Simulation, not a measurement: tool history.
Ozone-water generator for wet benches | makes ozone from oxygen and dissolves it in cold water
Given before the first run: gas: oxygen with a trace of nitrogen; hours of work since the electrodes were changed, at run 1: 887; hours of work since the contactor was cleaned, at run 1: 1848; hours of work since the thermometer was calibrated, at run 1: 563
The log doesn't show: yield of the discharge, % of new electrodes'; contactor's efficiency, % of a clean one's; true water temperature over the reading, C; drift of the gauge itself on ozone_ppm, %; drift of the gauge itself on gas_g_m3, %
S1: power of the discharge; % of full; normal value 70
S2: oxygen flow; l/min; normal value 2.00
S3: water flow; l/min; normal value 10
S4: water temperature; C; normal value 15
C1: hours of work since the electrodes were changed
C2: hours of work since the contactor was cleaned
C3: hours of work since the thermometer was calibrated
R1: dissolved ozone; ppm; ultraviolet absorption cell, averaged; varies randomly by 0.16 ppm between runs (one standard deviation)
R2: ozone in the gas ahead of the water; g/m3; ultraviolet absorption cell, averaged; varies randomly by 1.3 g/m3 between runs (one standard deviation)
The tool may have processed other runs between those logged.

| run | day | S1 | S2 | S3 | S4 | C1 | C2 | C3 | R1 | R2 |
|---|---|---|---|---|---|---|---|---|---|---|
| 1 | 0.000 | 70 | 2.00 | 10 | 15 | 887 | 1848 | 563 | 20.2 | 233.3 |
| 2 | 3.004 | 70 | 2.54 | 10 | 15 | 957 | 1918 | 633 | 20.3 | 198.7 |
| 3 | 5.750 | 70 | 1.96 | 10 | 15 | 1021 | 1981 | 697 | 20.1 | 234.2 |
| 4 | 11.604 | 70 | 2.00 | 10 | 15 | 1158 | 2118 | 833 | 20.0 | 231.1 |
| 5 | 16.325 | 70 | 2.00 | 10 | 15 | 1267 | 2228 | 943 | 19.8 | 230.1 |
| 6 | 18.904 | 70 | 3.26 | 10 | 15 | 1327 | 2288 | 1003 | 19.2 | 165.4 |
| 7 | 23.250 | 44 | 3.26 | 10 | 15 | 1429 | 2389 | 1104 | 13.4 | 115.5 |
| 8 | 26.450 | 70 | 2.00 | 10 | 15 | 1503 | 2463 | 1179 | 20.1 | 231.3 |
| 9 | 32.250 | 70 | 2.00 | 15 | 15 | 1638 | 2598 | 1314 | 12.8 | 229.4 |
| 10 | 34.850 | 70 | 2.00 | 15 | 15 | 1699 | 2659 | 1374 | 12.7 | 231.2 |
| 11 | 39.375 | 70 | 2.00 | 10 | 15 | 1804 | 2764 | 1480 | 20.0 | 229.9 |
| 12 | 45.446 | 70 | 2.00 | 10 | 15 | 1945 | 2906 | 1621 | 19.8 | 227.5 |
| 13 | 48.250 | 70 | 2.00 | 10 | 15 | 2011 | 2971 | 1686 | 19.8 | 229.7 |
| 14 | 51.908 | 70 | 2.00 | 10 | 15 | 2096 | 3056 | 1772 | 19.7 | 228.5 |
| 15 | 54.500 | 70 | 2.00 | 10 | 15 | 2156 | 3116 | 1832 | 19.7 | 227.2 |
| 16 | 60.208 | 70 | 2.00 | 8 | 15 | 2289 | 3249 | 1965 | 24.4 | 226.4 |
| 17 | 64.721 | 70 | 2.00 | 10 | 15 | 2394 | 3354 | 2070 | 19.5 | 226.0 |
| 18 | 69.867 | 70 | 2.88 | 10 | 15 | 2514 | 3474 | 2190 | 19.1 | 177.7 |
| 19 | 73.412 | 86 | 2.88 | 10 | 15 | 2596 | 3557 | 2272 | 22.3 | 207.8 |
| 20 | 78.892 | 86 | 2.72 | 12 | 15 | 2724 | 3684 | 2400 | 18.8 | 216.4 |
| 21 | 84.362 | 96 | 1.14 | 9 | 16 | 2851 | 3812 | 2527 | 27.0 | 413.0 |
| 22 | 90.279 | 76 | 1.05 | 10 | 15 | 2989 | 3949 | 2665 | 19.9 | 358.0 |
| 23 | 95.246 | 76 | 1.05 | 12 | 15 | 3105 | 4065 | 2780 | 16.0 | 360.8 |
| 24 | 99.938 | 76 | 1.05 | 12 | 15 | 3214 | 4174 | 2890 | 15.9 | 356.7 |
| 25 | 103.700 | 58 | 1.04 | 8 | 17 | 3301 | 4262 | 2977 | 19.8 | 293.5 |
| 26 | 109.600 | 44 | 2.80 | 10 | 10 | 3439 | 4399 | 3115 | 14.1 | 126.7 |
| 27 | 114.454 | 66 | 1.29 | 6 | 7 | 3552 | 4512 | 3228 | 32.5 | 276.6 |
| 28 | 118.750 | 70 | 2.00 | 8 | 20 | 3652 | 4612 | 3328 | 21.8 | 220.0 |
| 29 | 123.279 | 70 | 2.00 | 12 | 15 | 3757 | 4718 | 3433 | 15.6 | 218.7 |
| 30 | 128.625 | 62 | 1.76 | 10 | 10 | 3882 | 4842 | 3557 | 18.0 | 218.2 |
| 31 | 131.679 | 62 | 1.76 | 10 | 10 | 3953 | 4913 | 3629 | 18.1 | 216.6 |
| 32 | 134.217 | 62 | 1.76 | 10 | 22 | 4012 | 4972 | 3688 | 15.7 | 216.9 |
| 33 | 139.312 | 62 | 1.76 | 10 | 22 | 4131 | 5091 | 3806 | 15.6 | 215.3 |

Below are 3 alternative next runs, each starting from the tool's condition after run 33. Predict each:
|  | 142.633 | water thermometer calibrated |
| A | 144.783 | 63 | 2.00 | 10 | 15 | 4257 | 5218 | 50 | ? | ? |
|  | 142.633 | water thermometer calibrated |
| B | 144.783 | 70 | 1.63 | 15 | 11 | 4257 | 5218 | 50 | ? | ? |
|  | 142.633 | water thermometer calibrated |
| C | 144.783 | 67 | 2.00 | 8 | 15 | 4257 | 5218 | 50 | ? | ? |

| run | R1 | R2 |
|---|---|---|
| A | 17.0 | 199.2 |
| B | 12.0 | 247.9 |
| C | 22.1 | 210.8 |
Without the tool's unlogged condition, the same runs would have read:
| run | R1 | R2 |
|---|---|---|
| A | 18.8 | 213.4 |
| B | 13.4 | 267.1 |
| C | 24.5 | 226.6 |

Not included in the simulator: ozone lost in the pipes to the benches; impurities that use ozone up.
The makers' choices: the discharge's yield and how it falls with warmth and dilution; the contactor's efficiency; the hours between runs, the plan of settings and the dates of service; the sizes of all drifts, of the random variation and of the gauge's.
